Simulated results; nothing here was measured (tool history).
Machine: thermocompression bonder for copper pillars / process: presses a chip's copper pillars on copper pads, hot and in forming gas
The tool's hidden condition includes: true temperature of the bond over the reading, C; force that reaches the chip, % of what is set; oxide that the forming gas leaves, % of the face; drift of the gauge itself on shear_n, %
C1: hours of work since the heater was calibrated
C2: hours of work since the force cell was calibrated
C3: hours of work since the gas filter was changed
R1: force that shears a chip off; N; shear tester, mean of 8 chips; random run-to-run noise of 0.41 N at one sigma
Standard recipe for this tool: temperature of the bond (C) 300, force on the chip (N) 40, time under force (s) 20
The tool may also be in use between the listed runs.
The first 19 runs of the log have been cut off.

{"run": 20, "hour": 485.3, "temperature of the bond (C)": 300, "force on the chip (N)": 39, "time under force (s)": 49, "C1": 540, "C2": 484, "C3": 75, "R1": 67.7}
{"run": 21, "hour": 516.3, "temperature of the bond (C)": 283, "force on the chip (N)": 37, "time under force (s)": 32, "C1": 555, "C2": 499, "C3": 90, "R1": 43}
{"run": 22, "hour": 540.4, "temperature of the bond (C)": 288, "force on the chip (N)": 37, "time under force (s)": 19, "C1": 567, "C2": 511, "C3": 102, "R1": 37.2}
{"run": 23, "hour": 559.3, "temperature of the bond (C)": 312, "force on the chip (N)": 40, "time under force (s)": 20, "C1": 576, "C2": 520, "C3": 112, "R1": 57.5}
{"hour": 565.1, "done": "forming gas filter changed"}
{"run": 24, "hour": 587.5, "temperature of the bond (C)": 312, "force on the chip (N)": 40, "time under force (s)": 20, "C1": 589, "C2": 534, "C3": 11, "R1": 64.7}
{"run": 25, "hour": 613.2, "temperature of the bond (C)": 297, "force on the chip (N)": 40, "time under force (s)": 11, "C1": 602, "C2": 547, "C3": 24, "R1": 41.8}
{"run": 26, "hour": 635.2, "temperature of the bond (C)": 307, "force on the chip (N)": 32, "time under force (s)": 12, "C1": 613, "C2": 557, "C3": 34, "R1": 39.3}
{"run": 27, "hour": 660.1, "temperature of the bond (C)": 274, "force on the chip (N)": 28, "time under force (s)": 20, "C1": 625, "C2": 570, "C3": 47, "R1": 24.5}
{"run": 28, "hour": 686.6, "temperature of the bond (C)": 326, "force on the chip (N)": 40, "time under force (s)": 20, "C1": 638, "C2": 583, "C3": 60, "R1": 72.6}
{"hour": 704.8, "done": "heater calibrated with a thermocouple chip"}
{"run": 29, "hour": 722.1, "temperature of the bond (C)": 291, "force on the chip (N)": 46, "time under force (s)": 20, "C1": 8, "C2": 599, "C3": 76, "R1": 43.3}
{"run": 30, "hour": 755.3, "temperature of the bond (C)": 291, "force on the chip (N)": 46, "time under force (s)": 20, "C1": 25, "C2": 615, "C3": 92, "R1": 42.4}
{"run": 31, "hour": 770.7, "temperature of the bond (C)": 280, "force on the chip (N)": 46, "time under force (s)": 14, "C1": 32, "C2": 623, "C3": 100, "R1": 30.2}
{"run": 32, "hour": 786.1, "temperature of the bond (C)": 309, "force on the chip (N)": 46, "time under force (s)": 17, "C1": 40, "C2": 630, "C3": 107, "R1": 51.4}

What if the next run were any one of these 5? Each begins from the tool's condition after run 32:
{"hour": 800.7, "done": "forming gas filter changed"}
{"run": "A", "hour": 817.4, "temperature of the bond (C)": 302, "force on the chip (N)": 40, "time under force (s)": 13, "C1": 55, "C2": 646, "C3": 8, "R1": "?"}
{"hour": 800.7, "done": "forming gas filter changed"}
{"run": "B", "hour": 817.4, "temperature of the bond (C)": 270, "force on the chip (N)": 40, "time under force (s)": 20, "C1": 55, "C2": 646, "C3": 8, "R1": "?"}
{"hour": 800.7, "done": "forming gas filter changed"}
{"run": "C", "hour": 817.4, "temperature of the bond (C)": 300, "force on the chip (N)": 43, "time under force (s)": 20, "C1": 55, "C2": 646, "C3": 8, "R1": "?"}
{"hour": 800.7, "done": "forming gas filter changed"}
{"run": "D", "hour": 817.4, "temperature of the bond (C)": 291, "force on the chip (N)": 32, "time under force (s)": 33, "C1": 55, "C2": 646, "C3": 8, "R1": "?"}
{"hour": 800.7, "done": "forming gas filter changed"}
{"run": "E", "hour": 817.4, "temperature of the bond (C)": 309, "force on the chip (N)": 47, "time under force (s)": 17, "C1": 55, "C2": 646, "C3": 8, "R1": "?"}

run=A R1=40.9
run=B R1=28.6
run=C R1=51.4
run=D R1=40.8
run=E R1=58.6
The same runs, with their run-to-run variation unchanged, on a tool lacking any hidden condition would have given:
run=A R1=43.1
run=B R1=30.2
run=C R1=53.9
run=D R1=42.9
run=E R1=61.4
